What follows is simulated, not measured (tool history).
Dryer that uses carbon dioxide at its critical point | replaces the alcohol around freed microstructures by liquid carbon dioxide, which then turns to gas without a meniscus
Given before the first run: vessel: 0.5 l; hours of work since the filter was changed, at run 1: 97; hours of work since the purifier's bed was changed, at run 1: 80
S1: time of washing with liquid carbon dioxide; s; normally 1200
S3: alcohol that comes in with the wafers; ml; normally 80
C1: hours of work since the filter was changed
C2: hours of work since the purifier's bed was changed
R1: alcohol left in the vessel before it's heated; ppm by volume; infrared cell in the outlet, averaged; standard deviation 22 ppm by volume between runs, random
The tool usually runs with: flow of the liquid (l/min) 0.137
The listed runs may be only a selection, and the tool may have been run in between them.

run 1 day=0 | S1=1200 flow_of_the_liquid_(l/min)=0.137 S3=80 | C1=97 C2=80 | R1=1584
run 2 day=1.046 | S1=1200 flow_of_the_liquid_(l/min)=0.137 S3=40 | C1=106 C2=89 | R1=806
run 3 day=1.8 | S1=780 flow_of_the_liquid_(l/min)=0.137 S3=80 | C1=113 C2=96 | R1=8130
run 4 day=2.7 | S1=780 flow_of_the_liquid_(l/min)=0.137 S3=80 | C1=120 C2=104 | R1=8078
run 5 day=3.921 | S1=780 flow_of_the_liquid_(l/min)=0.137 S3=80 | C1=131 C2=114 | R1=7991
run 6 day=5.258 | S1=780 flow_of_the_liquid_(l/min)=0.137 S3=80 | C1=143 C2=126 | R1=8043
run 7 day=6.6 | S1=780 flow_of_the_liquid_(l/min)=0.137 S3=80 | C1=154 C2=138 | R1=7998
run 8 day=7.942 | S1=780 flow_of_the_liquid_(l/min)=0.137 S3=80 | C1=166 C2=149 | R1=8403
run 9 day=8.712 | S1=1200 flow_of_the_liquid_(l/min)=0.137 S3=80 | C1=173 C2=156 | R1=1675
run 10 day=9.721 | S1=720 flow_of_the_liquid_(l/min)=0.137 S3=80 | C1=182 C2=165 | R1=10309
run 11 day=10.688 | S1=720 flow_of_the_liquid_(l/min)=0.137 S3=80 | C1=190 C2=173 | R1=10381
run 12 day=11.317 | S1=1200 flow_of_the_liquid_(l/min)=0.137 S3=80 | C1=195 C2=179 | R1=1775
run 13 day=12.071 | S1=1200 flow_of_the_liquid_(l/min)=0.137 S3=80 | C1=202 C2=185 | R1=1736
run 14 day=12.988 | S1=1200 flow_of_the_liquid_(l/min)=0.137 S3=80 | C1=210 C2=193 | R1=1827
run 15 day=13.729 | S1=1200 flow_of_the_liquid_(l/min)=0.137 S3=80 | C1=216 C2=200 | R1=1823
run 16 day=14.362 | S1=1200 flow_of_the_liquid_(l/min)=0.121 S3=80 | C1=222 C2=205 | R1=3009
run 17 day=15.479 | S1=1140 flow_of_the_liquid_(l/min)=0.137 S3=80 | C1=232 C2=215 | R1=2267
run 18 day=16.7 | S1=1140 flow_of_the_liquid_(l/min)=0.137 S3=80 | C1=242 C2=226 | R1=2313
run 19 day=17.938 | S1=1140 flow_of_the_liquid_(l/min)=0.137 S3=80 | C1=253 C2=236 | R1=2292
run 20 day=19.042 | S1=1260 flow_of_the_liquid_(l/min)=0.137 S3=38 | C1=263 C2=246 | R1=764
run 21 day=19.929 | S1=840 flow_of_the_liquid_(l/min)=0.219 S3=99 | C1=270 C2=254 | R1=1540
run 22 day=21.3 | S1=840 flow_of_the_liquid_(l/min)=0.219 S3=99 | C1=282 C2=266 | R1=1585
run 23 day=22.371 | S1=1500 flow_of_the_liquid_(l/min)=0.137 S3=21 | C1=292 C2=275 | R1=265
run 24 day=23.6 | S1=720 flow_of_the_liquid_(l/min)=0.212 S3=36 | C1=302 C2=286 | R1=1322
run 25 day=24.521 | S1=720 flow_of_the_liquid_(l/min)=0.212 S3=36 | C1=310 C2=294 | R1=1382
run 26 day=25.417 | S1=720 flow_of_the_liquid_(l/min)=0.12 S3=39 | C1=318 C2=302 | R1=7435
run 27 day=26.388 | S1=720 flow_of_the_liquid_(l/min)=0.12 S3=39 | C1=327 C2=310 | R1=7628
run 28 day=27.692 | S1=720 flow_of_the_liquid_(l/min)=0.12 S3=39 | C1=338 C2=321 | R1=7519
run 29 day=29.058 | S1=720 flow_of_the_liquid_(l/min)=0.12 S3=39 | C1=350 C2=333 | R1=7739
run 30 day=30.258 | S1=720 flow_of_the_liquid_(l/min)=0.12 S3=39 | C1=360 C2=344 | R1=7716
run 31 day=31.538 | S1=840 flow_of_the_liquid_(l/min)=0.159 S3=39 | C1=371 C2=355 | R1=2353
run 32 day=32.892 | S1=1260 flow_of_the_liquid_(l/min)=0.091 S3=22 | C1=383 C2=367 | R1=2114
run 33 day=33.896 | S1=1260 flow_of_the_liquid_(l/min)=0.091 S3=22 | C1=392 C2=375 | R1=2106

Hidden state or all else? Some run-to-run changes of R1, split into what the settings, what came in and random variation would give without the hidden state, and what is left for the hidden state (with any gauge scatter that isn't in both results):
The tool's hidden condition here consists of: flow that reaches the vessel past the clogged filter, %; alcohol in the recycled carbon dioxide, ppm; drift of the gauge itself on alcohol_ppm, %.
Run 2 -> 3: S1 1200 -> 780, S3 40 -> 80. R1 +7324 ppm by volume: hidden state +466, all else +6858.
Run 9 -> 10: S1 1200 -> 720. R1 +8634 ppm by volume: hidden state +752, all else +7882.
Run 11 -> 12: S1 720 -> 1200. R1 -8606 ppm by volume: hidden state -751, all else -7855.
Run 25 -> 26: flow of the liquid (l/min) 0.212 -> 0.12, S3 36 -> 39. R1 +6053 ppm by volume: hidden state +769, all else +5284.

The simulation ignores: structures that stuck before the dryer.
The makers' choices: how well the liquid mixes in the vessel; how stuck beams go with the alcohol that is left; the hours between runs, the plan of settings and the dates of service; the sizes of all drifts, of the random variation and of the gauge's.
